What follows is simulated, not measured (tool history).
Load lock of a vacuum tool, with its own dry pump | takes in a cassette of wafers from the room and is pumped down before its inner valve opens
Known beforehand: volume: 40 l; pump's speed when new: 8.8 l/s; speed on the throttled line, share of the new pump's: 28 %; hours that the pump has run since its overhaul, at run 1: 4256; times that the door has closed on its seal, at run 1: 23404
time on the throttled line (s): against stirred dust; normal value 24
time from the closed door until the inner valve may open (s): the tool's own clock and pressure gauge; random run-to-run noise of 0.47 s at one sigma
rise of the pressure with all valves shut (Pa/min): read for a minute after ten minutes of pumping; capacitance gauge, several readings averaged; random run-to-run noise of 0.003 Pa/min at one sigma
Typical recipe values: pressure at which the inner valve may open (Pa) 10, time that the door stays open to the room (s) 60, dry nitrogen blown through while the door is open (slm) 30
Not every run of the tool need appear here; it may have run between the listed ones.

run	hour	time on the throttled line (s)	pressure at which the inner valve may open (Pa)	time that the door stays open to the room (s)	dry nitrogen blown through while the door is open (slm)	hours that the pump has run since its overhaul	times that the door has closed on its seal	incoming humidity of the room's air, %	time from the closed door until the inner valve may open (s)	rise of the pressure with all valves shut (Pa/min)
1	0	24	10	60	30	4256	23404	42.9	60.8	0.382
2	100.3	24	10	60	30	4356	23827	43.1	60.1	0.398
3	149.5	24	9	60	30	4406	24035	45.2	60.5	0.404
4	265.1	24	9	60	30	4521	24523	45	60.5	0.414
5	380.7	24	9	60	30	4637	25011	45.1	60.4	0.432
6	438.3	24	9	30	30	4694	25254	43.4	60.9	0.427
7	538	24	9	107	6	4794	25676	45.4	60.8	0.477
8	629.1	24	9	107	6	4885	26060	46.7	60.9	0.482
9	723.2	24	9	107	6	4979	26458	46.9	61	0.484

Estimate the outcome of run 10 from the log above:
10	808.7	13	11	117	17	5065	26819	46.4	?	?

time from the closed door until the inner valve may open (s): 52.8
rise of the pressure with all valves shut (Pa/min): 0.494
Without the tool's hidden state the same run would have given time from the closed door until the inner valve may open (s) 51.7, rise of the pressure with all valves shut (Pa/min) 0.051.
